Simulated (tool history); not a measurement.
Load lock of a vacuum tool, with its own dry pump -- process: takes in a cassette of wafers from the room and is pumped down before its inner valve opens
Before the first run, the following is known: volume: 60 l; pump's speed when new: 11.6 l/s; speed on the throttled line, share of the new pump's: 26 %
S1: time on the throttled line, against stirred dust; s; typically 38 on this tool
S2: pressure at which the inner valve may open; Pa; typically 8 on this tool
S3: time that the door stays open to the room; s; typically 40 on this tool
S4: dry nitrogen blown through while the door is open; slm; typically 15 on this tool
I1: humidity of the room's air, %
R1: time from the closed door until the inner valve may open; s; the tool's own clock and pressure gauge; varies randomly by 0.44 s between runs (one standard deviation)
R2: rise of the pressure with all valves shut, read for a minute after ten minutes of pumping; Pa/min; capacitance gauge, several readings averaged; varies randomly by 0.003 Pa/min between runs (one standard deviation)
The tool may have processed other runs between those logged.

{"run": 1, "hour": 0.0, "S1": 38, "S2": 8, "S3": 40, "S4": 15, "I1": 43.9, "R1": 76.4, "R2": 0.039}
{"run": 2, "hour": 221.8, "S1": 38, "S2": 8, "S3": 40, "S4": 15, "I1": 49.2, "R1": 77.4, "R2": 0.047}
{"run": 3, "hour": 549.2, "S1": 38, "S2": 8, "S3": 51, "S4": 15, "I1": 46.9, "R1": 76.8, "R2": 0.051}
{"run": 4, "hour": 973.9, "S1": 38, "S2": 8, "S3": 51, "S4": 15, "I1": 44, "R1": 77.2, "R2": 0.054}
{"run": 5, "hour": 1466.5, "S1": 32, "S2": 8, "S3": 51, "S4": 15, "I1": 47.5, "R1": 73.2, "R2": 0.061}
{"run": 6, "hour": 1836.2, "S1": 38, "S2": 8, "S3": 40, "S4": 15, "I1": 44.7, "R1": 78.2, "R2": 0.062}
{"run": 7, "hour": 2275.9, "S1": 38, "S2": 8, "S3": 40, "S4": 15, "I1": 46.2, "R1": 78.4, "R2": 0.066}
{"run": 8, "hour": 2605.2, "S1": 52, "S2": 8, "S3": 40, "S4": 15, "I1": 44.7, "R1": 88.8, "R2": 0.077}
{"run": 9, "hour": 2993.5, "S1": 38, "S2": 8, "S3": 40, "S4": 15, "I1": 45.5, "R1": 79.3, "R2": 0.075}
{"run": 10, "hour": 3264.6, "S1": 38, "S2": 8, "S3": 40, "S4": 15, "I1": 43.6, "R1": 78.1, "R2": 0.075}
{"run": 11, "hour": 3785.2, "S1": 38, "S2": 8, "S3": 40, "S4": 15, "I1": 41.6, "R1": 79, "R2": 0.095}
{"run": 12, "hour": 4296.6, "S1": 38, "S2": 8, "S3": 40, "S4": 15, "I1": 44, "R1": 79.8, "R2": 0.1}
{"run": 13, "hour": 4528.8, "S1": 38, "S2": 8, "S3": 40, "S4": 15, "I1": 43.2, "R1": 79.4, "R2": 0.096}
{"run": 14, "hour": 4832.1, "S1": 38, "S2": 7, "S3": 40, "S4": 15, "I1": 42.9, "R1": 81, "R2": 0.104}
{"run": 15, "hour": 5285.8, "S1": 38, "S2": 7, "S3": 40, "S4": 15, "I1": 42.6, "R1": 81.3, "R2": 0.121}
{"run": 16, "hour": 5676.0, "S1": 34, "S2": 9, "S3": 69, "S4": 17, "I1": 44.1, "R1": 77.6, "R2": 0.127}
{"run": 17, "hour": 5954.8, "S1": 27, "S2": 12, "S3": 150, "S4": 30, "I1": 43.6, "R1": 69.6, "R2": 0.141}
{"run": 18, "hour": 6486.3, "S1": 31, "S2": 13, "S3": 145, "S4": 25, "I1": 48.5, "R1": 73.6, "R2": 0.156}
{"run": 19, "hour": 6740.1, "S1": 19, "S2": 7, "S3": 66, "S4": 36, "I1": 44.3, "R1": 68.1, "R2": 0.148}
{"run": 20, "hour": 7231.5, "S1": 58, "S2": 7, "S3": 66, "S4": 36, "I1": 48.6, "R1": 96.7, "R2": 0.158}
{"run": 21, "hour": 7634.2, "S1": 59, "S2": 7, "S3": 50, "S4": 36, "I1": 45.6, "R1": 97.4, "R2": 0.167}

What if the next run were any one of these 3? Each begins from the tool's condition after run 21:
{"run": "A", "hour": 8134.3, "S1": 38, "S2": 8, "S3": 40, "S4": 38, "I1": 46.3, "R1": "?", "R2": "?"}
{"run": "B", "hour": 8134.3, "S1": 38, "S2": 13, "S3": 40, "S4": 17, "I1": 47.3, "R1": "?", "R2": "?"}
{"run": "C", "hour": 8134.3, "S1": 38, "S2": 14, "S3": 29, "S4": 15, "I1": 43.6, "R1": "?", "R2": "?"}

run=A R1=82.3 R2=0.17
run=B R1=79.2 R2=0.184
run=C R1=78.2 R2=0.175
Without the tool's unlogged condition, the same runs would have read:
run=A R1=77.2 R2=0.011
run=B R1=74.5 R2=0.024
run=C R1=73.5 R2=0.016
